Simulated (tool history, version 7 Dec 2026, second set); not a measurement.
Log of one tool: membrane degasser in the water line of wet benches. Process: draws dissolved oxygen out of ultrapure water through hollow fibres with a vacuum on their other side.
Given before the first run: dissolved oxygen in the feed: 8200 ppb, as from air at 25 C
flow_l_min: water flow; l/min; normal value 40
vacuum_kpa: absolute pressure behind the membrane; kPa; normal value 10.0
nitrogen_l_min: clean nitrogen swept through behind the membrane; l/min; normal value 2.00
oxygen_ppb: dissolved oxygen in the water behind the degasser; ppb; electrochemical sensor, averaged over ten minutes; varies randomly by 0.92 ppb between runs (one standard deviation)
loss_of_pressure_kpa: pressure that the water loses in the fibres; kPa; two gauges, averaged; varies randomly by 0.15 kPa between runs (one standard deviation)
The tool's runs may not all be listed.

| run | hour | flow_l_min | vacuum_kpa | nitrogen_l_min | oxygen_ppb | loss_of_pressure_kpa |
|---|---|---|---|---|---|---|
| 1 | 0.0 | 40 | 10.0 | 2.00 | 310.7 | 39.34 |
| 2 | 304.3 | 40 | 10.0 | 2.00 | 312.9 | 39.93 |
|  | 557.0 | vacuum gauge calibrated |
| 3 | 636.0 | 26 | 10.0 | 2.00 | 214.9 | 25.55 |
| 4 | 926.1 | 31 | 10.0 | 2.00 | 252.2 | 30.95 |
| 5 | 1153.8 | 40 | 11.8 | 2.00 | 392.8 | 40.16 |
| 6 | 1298.5 | 40 | 11.8 | 2.00 | 397.6 | 40.15 |
| 7 | 1621.1 | 40 | 11.8 | 2.00 | 395.8 | 39.93 |
|  | 1813.6 | vacuum gauge calibrated, once more |
|  | 1815.6 | seals of the vacuum lines changed |
| 8 | 1942.0 | 40 | 11.8 | 2.00 | 372.3 | 40.15 |
| 9 | 2161.0 | 40 | 10.0 | 2.00 | 300.0 | 40.15 |
| 10 | 2328.8 | 28 | 10.0 | 2.00 | 216.9 | 28.15 |
| 11 | 2611.2 | 40 | 22.6 | 2.00 | 798.0 | 40.37 |
| 12 | 2939.9 | 40 | 22.6 | 2.00 | 801.1 | 40.32 |
| 13 | 3084.8 | 40 | 22.6 | 2.86 | 593.7 | 40.77 |
| 14 | 3373.8 | 40 | 22.6 | 2.86 | 598.9 | 40.62 |
| 15 | 3631.3 | 40 | 10.0 | 2.00 | 307.9 | 40.79 |
| 16 | 3810.9 | 46 | 10.0 | 2.00 | 352.0 | 47.33 |
| 17 | 3950.2 | 40 | 12.7 | 4.09 | 228.1 | 40.96 |
| 18 | 4119.0 | 40 | 12.7 | 4.09 | 227.4 | 41.01 |
| 19 | 4264.4 | 40 | 12.7 | 4.09 | 228.1 | 40.59 |
| 20 | 4561.1 | 40 | 12.7 | 4.09 | 229.0 | 41.23 |
| 21 | 4798.7 | 40 | 12.7 | 4.09 | 230.4 | 41.23 |
| 22 | 5079.2 | 40 | 10.0 | 0.94 | 572.7 | 41.71 |
|  | 5147.4 | vacuum gauge calibrated |
| 23 | 5363.5 | 40 | 15.2 | 1.14 | 808.0 | 41.44 |
| 24 | 5567.4 | 31 | 15.5 | 0.90 | 808.8 | 32.22 |
| 25 | 5883.7 | 31 | 15.5 | 0.90 | 819.2 | 32.26 |
| 26 | 6081.1 | 31 | 15.5 | 0.90 | 814.9 | 32.39 |
| 27 | 6337.4 | 25 | 10.0 | 2.00 | 200.9 | 26.13 |
| 28 | 6648.0 | 25 | 12.2 | 2.61 | 207.4 | 25.91 |
| 29 | 6983.9 | 43 | 23.0 | 2.00 | 876.3 | 44.99 |
| 30 | 7143.5 | 36 | 7.8 | 2.00 | 201.3 | 37.87 |
| 31 | 7349.8 | 36 | 7.8 | 2.00 | 201.1 | 37.85 |
| 32 | 7688.4 | 29 | 7.9 | 3.09 | 115.2 | 30.48 |

Per-run results on a tool with no hidden state, each run keeping its own random variation:
What the log doesn't record here: membrane still open, %; true pressure behind the membrane over the reading, kPa; air that leaks in behind the membrane, l/min; drift of the gauge itself on oxygen_ppb, %; drift of the gauge itself on loss_of_pressure_kpa, %.
| run | oxygen_ppb | loss_of_pressure_kpa |
|---|---|---|
| 1 | 299.5 | 39.19 |
| 2 | 300.2 | 39.69 |
| 3 | 202.5 | 25.32 |
| 4 | 237.2 | 30.61 |
| 5 | 373.5 | 39.65 |
| 6 | 377.3 | 39.60 |
| 7 | 373.9 | 39.26 |
| 8 | 372.7 | 39.37 |
| 9 | 299.2 | 39.30 |
| 10 | 216.0 | 27.52 |
| 11 | 794.8 | 39.37 |
| 12 | 796.1 | 39.21 |
| 13 | 588.9 | 39.61 |
| 14 | 592.7 | 39.36 |
| 15 | 299.2 | 39.44 |
| 16 | 340.8 | 45.70 |
| 17 | 221.4 | 39.50 |
| 18 | 220.2 | 39.49 |
| 19 | 220.4 | 39.02 |
| 20 | 220.4 | 39.56 |
| 21 | 221.1 | 39.47 |
| 22 | 547.0 | 39.85 |
| 23 | 802.5 | 39.48 |
| 24 | 802.5 | 30.65 |
| 25 | 810.7 | 30.60 |
| 26 | 805.0 | 30.67 |
| 27 | 194.3 | 24.68 |
| 28 | 200.4 | 24.40 |
| 29 | 860.5 | 42.24 |
| 30 | 188.7 | 35.53 |
| 31 | 187.4 | 35.45 |
| 32 | 105.9 | 28.46 |

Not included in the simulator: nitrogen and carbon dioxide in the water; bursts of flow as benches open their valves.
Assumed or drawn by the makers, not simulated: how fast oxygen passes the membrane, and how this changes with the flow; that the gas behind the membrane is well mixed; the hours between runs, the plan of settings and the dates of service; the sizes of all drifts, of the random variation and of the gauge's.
